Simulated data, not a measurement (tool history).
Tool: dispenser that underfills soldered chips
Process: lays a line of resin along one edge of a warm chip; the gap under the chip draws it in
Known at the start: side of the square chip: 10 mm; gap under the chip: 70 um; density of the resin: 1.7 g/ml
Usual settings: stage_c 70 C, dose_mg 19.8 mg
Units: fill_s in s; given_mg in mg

run 1 hour=0 | stage_c=70 dose_mg=19.8 | fill_s=90.7 given_mg=19.32
-- hour=8.1 new syringe of resin
run 2 hour=12.1 | stage_c=70 dose_mg=19.8 | fill_s=71.1 given_mg=19.23
-- hour=24 new syringe of resin
run 3 hour=26.9 | stage_c=70 dose_mg=19.8 | fill_s=67.5 given_mg=18.9
run 4 hour=35.9 | stage_c=70 dose_mg=19.8 | fill_s=110.8 given_mg=18.99
-- hour=40.6 new syringe of resin
run 5 hour=48.1 | stage_c=70 dose_mg=19.8 | fill_s=84.4 given_mg=18.77
-- hour=57.5 new syringe of resin
run 6 hour=62.5 | stage_c=70 dose_mg=19.8 | fill_s=77 given_mg=18.72
-- hour=70.1 dispensing valve cleaned and set on the balance
run 7 hour=70.5 | stage_c=70 dose_mg=19.8 | fill_s=109.1 given_mg=19.85
-- hour=75.2 new syringe of resin
run 8 hour=85.9 | stage_c=70 dose_mg=19.8 | fill_s=102.5 given_mg=19.73
-- hour=91.4 new syringe of resin
run 9 hour=96.2 | stage_c=70 dose_mg=19.8 | fill_s=75.6 given_mg=19.79
-- hour=108.1 new syringe of resin
run 10 hour=111.1 | stage_c=70 dose_mg=19.3 | fill_s=66.6 given_mg=19.13
run 11 hour=117.4 | stage_c=70 dose_mg=19.3 | fill_s=93 given_mg=19.01
-- hour=124.3 new syringe of resin
run 12 hour=129.2 | stage_c=70 dose_mg=19.8 | fill_s=74.6 given_mg=19.39
run 13 hour=136.3 | stage_c=70 dose_mg=19.8 | fill_s=108 given_mg=19.59
-- hour=140.7 new syringe of resin
run 14 hour=150.5 | stage_c=70 dose_mg=21.7 | fill_s=94.9 given_mg=21.15
-- hour=156.9 new syringe of resin
run 15 hour=163.6 | stage_c=70 dose_mg=19.8 | fill_s=82.5 given_mg=19.16
-- hour=173.4 new syringe of resin
run 16 hour=178.1 | stage_c=70 dose_mg=19.8 | fill_s=74.8 given_mg=19.05
-- hour=190.3 new syringe of resin
run 17 hour=190.9 | stage_c=70 dose_mg=19.8 | fill_s=59.3 given_mg=18.9
run 18 hour=203.4 | stage_c=56 dose_mg=19.1 | fill_s=238.8 given_mg=18.17
-- hour=207.4 new syringe of resin
run 19 hour=215.7 | stage_c=56 dose_mg=19.1 | fill_s=190.2 given_mg=18.05
-- hour=223.2 new syringe of resin
run 20 hour=226.1 | stage_c=56 dose_mg=19.1 | fill_s=135.9 given_mg=17.93
-- hour=229 dispensing valve cleaned and set on the balance
run 21 hour=236.8 | stage_c=56 dose_mg=19.1 | fill_s=230.6 given_mg=18.96
-- hour=240.8 new syringe of resin
run 22 hour=246.7 | stage_c=72 dose_mg=20.9 | fill_s=72.3 given_mg=20.6
-- hour=258.1 new syringe of resin
run 23 hour=260.2 | stage_c=79 dose_mg=18.4 | fill_s=42 given_mg=18.2
run 24 hour=266.9 | stage_c=79 dose_mg=18.4 | fill_s=59.9 given_mg=17.84
-- hour=274.7 new syringe of resin
run 25 hour=279.3 | stage_c=77 dose_mg=22.3 | fill_s=52.4 given_mg=21.8
-- hour=291.1 new syringe of resin
run 26 hour=291.6 | stage_c=75 dose_mg=22.3 | fill_s=45.9 given_mg=21.82
run 27 hour=303.5 | stage_c=60 dose_mg=22.2 | fill_s=187.2 given_mg=21.66
-- hour=307.6 new syringe of resin
run 28 hour=318.8 | stage_c=57 dose_mg=18.3 | fill_s=209 given_mg=17.71
-- hour=324.6 new syringe of resin
run 29 hour=333.9 | stage_c=57 dose_mg=18.3 | fill_s=190.1 given_mg=17.51
-- hour=340.6 new syringe of resin
-- hour=343.9 stage's temperature calibrated
run 30 hour=348.2 | stage_c=57 dose_mg=18.3 | fill_s=157.7 given_mg=17.41
-- hour=358.1 new syringe of resin
run 31 hour=358.3 | stage_c=60 dose_mg=17.3 | fill_s=94.5 given_mg=16.39
run 32 hour=367.3 | stage_c=71 dose_mg=25 | fill_s=84.9 given_mg=23.42
-- hour=374.4 new syringe of resin
run 33 hour=379.4 | stage_c=65 dose_mg=23.1 | fill_s=92.1 given_mg=21.58
-- hour=388.3 dispensing valve cleaned and set on the balance
-- hour=392.1 new syringe of resin
run 34 hour=392.6 | stage_c=79 dose_mg=23.1 | fill_s=36.7 given_mg=23.21

3 ways to go on from here, each from the tool as it stands after run 34. What would each give?
run A hour=402.4 | stage_c=60 dose_mg=21.4 | fill_s=? given_mg=?
run B hour=402.4 | stage_c=59 dose_mg=19.2 | fill_s=? given_mg=?
run C hour=402.4 | stage_c=81 dose_mg=23.6 | fill_s=? given_mg=?

run=A fill_s=156.9 given_mg=21.31
run=B fill_s=166.9 given_mg=19.11
run=C fill_s=57.2 given_mg=23.41
Without the tool's hidden state the same runs would have given:
run=A fill_s=91.1 given_mg=21.39
run=B fill_s=97 given_mg=19.18
run=C fill_s=33.3 given_mg=23.5

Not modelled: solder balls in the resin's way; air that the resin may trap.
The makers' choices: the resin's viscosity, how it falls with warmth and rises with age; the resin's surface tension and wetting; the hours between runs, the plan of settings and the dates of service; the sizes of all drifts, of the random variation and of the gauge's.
